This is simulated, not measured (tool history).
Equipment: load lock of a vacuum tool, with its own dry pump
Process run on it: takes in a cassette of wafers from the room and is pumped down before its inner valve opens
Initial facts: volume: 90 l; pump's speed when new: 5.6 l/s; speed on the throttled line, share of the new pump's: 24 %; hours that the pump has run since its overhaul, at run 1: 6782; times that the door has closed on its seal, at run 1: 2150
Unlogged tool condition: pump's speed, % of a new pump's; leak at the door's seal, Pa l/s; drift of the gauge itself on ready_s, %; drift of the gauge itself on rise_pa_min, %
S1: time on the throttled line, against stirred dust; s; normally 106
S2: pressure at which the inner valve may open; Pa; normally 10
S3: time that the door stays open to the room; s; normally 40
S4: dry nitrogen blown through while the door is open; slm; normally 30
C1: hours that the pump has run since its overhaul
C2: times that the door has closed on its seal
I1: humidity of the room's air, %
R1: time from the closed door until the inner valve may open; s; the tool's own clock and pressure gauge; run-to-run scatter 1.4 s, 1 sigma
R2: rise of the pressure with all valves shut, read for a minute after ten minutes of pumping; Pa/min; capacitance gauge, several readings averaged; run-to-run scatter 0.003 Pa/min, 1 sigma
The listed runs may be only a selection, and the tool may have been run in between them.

run 1 hour=0.0 | S1=106 S2=10 S3=40 S4=30 | C1=6782 C2=2150 | I1=45.9 | R1=248.3 R2=0.030
run 2 hour=98.8 | S1=106 S2=10 S3=40 S4=36 | C1=6880 C2=2394 | I1=45.1 | R1=246.0 R2=0.026
run 3 hour=217.7 | S1=106 S2=10 S3=40 S4=36 | C1=6999 C2=2687 | I1=46.5 | R1=248.7 R2=0.027
run 4 hour=312.8 | S1=106 S2=10 S3=40 S4=30 | C1=7094 C2=2922 | I1=44.4 | R1=245.8 R2=0.038
run 5 hour=452.9 | S1=106 S2=10 S3=199 S4=30 | C1=7234 C2=3268 | I1=43.0 | R1=248.8 R2=0.056
run 6 hour=605.9 | S1=106 S2=10 S3=40 S4=30 | C1=7388 C2=3645 | I1=43.9 | R1=249.3 R2=0.032
run 7 hour=729.5 | S1=63 S2=10 S3=40 S4=30 | C1=7511 C2=3950 | I1=45.6 | R1=216.7 R2=0.042
run 8 hour=861.6 | S1=63 S2=10 S3=40 S4=30 | C1=7643 C2=4276 | I1=45.4 | R1=215.6 R2=0.036
run 9 hour=1033.3 | S1=63 S2=10 S3=59 S4=30 | C1=7815 C2=4700 | I1=45.8 | R1=219.4 R2=0.042
run 10 hour=1159.4 | S1=59 S2=10 S3=40 S4=30 | C1=7941 C2=5011 | I1=47.2 | R1=214.4 R2=0.044
run 11 hour=1276.4 | S1=106 S2=10 S3=40 S4=34 | C1=8058 C2=5299 | I1=44.7 | R1=249.5 R2=0.041
run 12 hour=1434.2 | S1=106 S2=10 S3=40 S4=34 | C1=8216 C2=5689 | I1=45.1 | R1=249.5 R2=0.047
run 13 hour=1639.8 | S1=106 S2=10 S3=40 S4=4 | C1=8421 C2=6196 | I1=43.9 | R1=249.4 R2=0.073
run 14 hour=1846.5 | S1=106 S2=10 S3=40 S4=30 | C1=8628 C2=6706 | I1=42.7 | R1=249.5 R2=0.052
run 15 hour=2053.5 | S1=106 S2=11 S3=40 S4=30 | C1=8835 C2=7217 | I1=44.0 | R1=250.4 R2=0.050
run 16 hour=2146.8 | S1=106 S2=11 S3=97 S4=30 | C1=8928 C2=7447 | I1=45.3 | R1=253.9 R2=0.063
run 17 hour=2327.9 | S1=63 S2=10 S3=40 S4=30 | C1=9109 C2=7894 | I1=44.7 | R1=222.5 R2=0.064
run 18 hour=2444.9 | S1=63 S2=10 S3=40 S4=30 | C1=9226 C2=8182 | I1=43.6 | R1=222.7 R2=0.059
run 19 hour=2614.7 | S1=63 S2=10 S3=40 S4=30 | C1=9396 C2=8601 | I1=44.1 | R1=226.4 R2=0.065
-- hour=2639.8 dry pump taken out, an overhauled one fitted
run 20 hour=2781.1 | S1=73 S2=10 S3=40 S4=11 | C1=141 C2=8997 | I1=44.6 | R1=208.4 R2=0.076
run 21 hour=2941.8 | S1=78 S2=10 S3=40 S4=30 | C1=302 C2=9394 | I1=46.3 | R1=212.2 R2=0.071
run 22 hour=3051.6 | S1=78 S2=10 S3=63 S4=17 | C1=412 C2=9665 | I1=43.4 | R1=213.2 R2=0.082
run 23 hour=3218.8 | S1=78 S2=14 S3=63 S4=17 | C1=579 C2=10077 | I1=43.9 | R1=206.8 R2=0.082
run 24 hour=3316.1 | S1=78 S2=14 S3=76 S4=17 | C1=676 C2=10317 | I1=47.2 | R1=208.7 R2=0.089
run 25 hour=3461.6 | S1=78 S2=14 S3=76 S4=17 | C1=822 C2=10676 | I1=48.9 | R1=205.4 R2=0.099
run 26 hour=3623.9 | S1=78 S2=14 S3=76 S4=17 | C1=984 C2=11076 | I1=46.1 | R1=207.8 R2=0.093
run 27 hour=3782.7 | S1=78 S2=14 S3=76 S4=17 | C1=1143 C2=11468 | I1=40.1 | R1=207.1 R2=0.093
run 28 hour=3889.2 | S1=191 S2=17 S3=70 S4=19 | C1=1249 C2=11731 | I1=43.6 | R1=293.7 R2=0.096
run 29 hour=3978.9 | S1=191 S2=17 S3=70 S4=19 | C1=1339 C2=11952 | I1=43.9 | R1=293.9 R2=0.095
run 30 hour=4068.0 | S1=106 S2=10 S3=40 S4=8 | C1=1428 C2=12172 | I1=41.4 | R1=238.2 R2=0.099
run 31 hour=4168.0 | S1=60 S2=9 S3=40 S4=9 | C1=1528 C2=12419 | I1=44.9 | R1=204.9 R2=0.103
run 32 hour=4261.9 | S1=60 S2=9 S3=40 S4=9 | C1=1622 C2=12651 | I1=47.1 | R1=204.3 R2=0.106
run 33 hour=4440.0 | S1=138 S2=17 S3=40 S4=18 | C1=1800 C2=13090 | I1=43.0 | R1=253.4 R2=0.100
run 34 hour=4606.8 | S1=77 S2=20 S3=40 S4=30 | C1=1967 C2=13502 | I1=44.3 | R1=201.7 R2=0.094
run 35 hour=4699.7 | S1=77 S2=8 S3=40 S4=17 | C1=2060 C2=13731 | I1=45.5 | R1=220.5 R2=0.102
run 36 hour=4919.7 | S1=159 S2=10 S3=46 S4=30 | C1=2280 C2=14274 | I1=44.5 | R1=276.1 R2=0.105

Some steps in R1 between neighbouring runs. How much of each would the tool show without its hidden state too (settings, what came in, random variation), and how much is left for the hidden state, with any gauge scatter that isn't in both results?
Run 6 -> 7: S1 106 -> 63. R1 -32.6 s: hidden state +1.7, all else -34.3.
Run 16 -> 17: S1 106 -> 63, S2 11 -> 10, S3 97 -> 40. R1 -31.4 s: hidden state +2.4, all else -33.8.
Run 19 -> 20: S1 63 -> 73, S4 30 -> 11, dry pump taken out, an overhauled one fitted. R1 -18.0 s: hidden state -23.9, all else +5.9.
Run 27 -> 28: S1 78 -> 191, S2 14 -> 17, S3 76 -> 70, S4 17 -> 19. R1 +86.6 s: hidden state -0.8, all else +87.4.
Run 29 -> 30: S1 191 -> 106, S2 17 -> 10, S3 70 -> 40, S4 19 -> 8. R1 -55.7 s: hidden state +1.7, all else -57.4.
Run 35 -> 36: S1 77 -> 159, S2 8 -> 10, S3 40 -> 46, S4 17 -> 30. R1 +55.6 s: hidden state -0.9, all else +56.5.
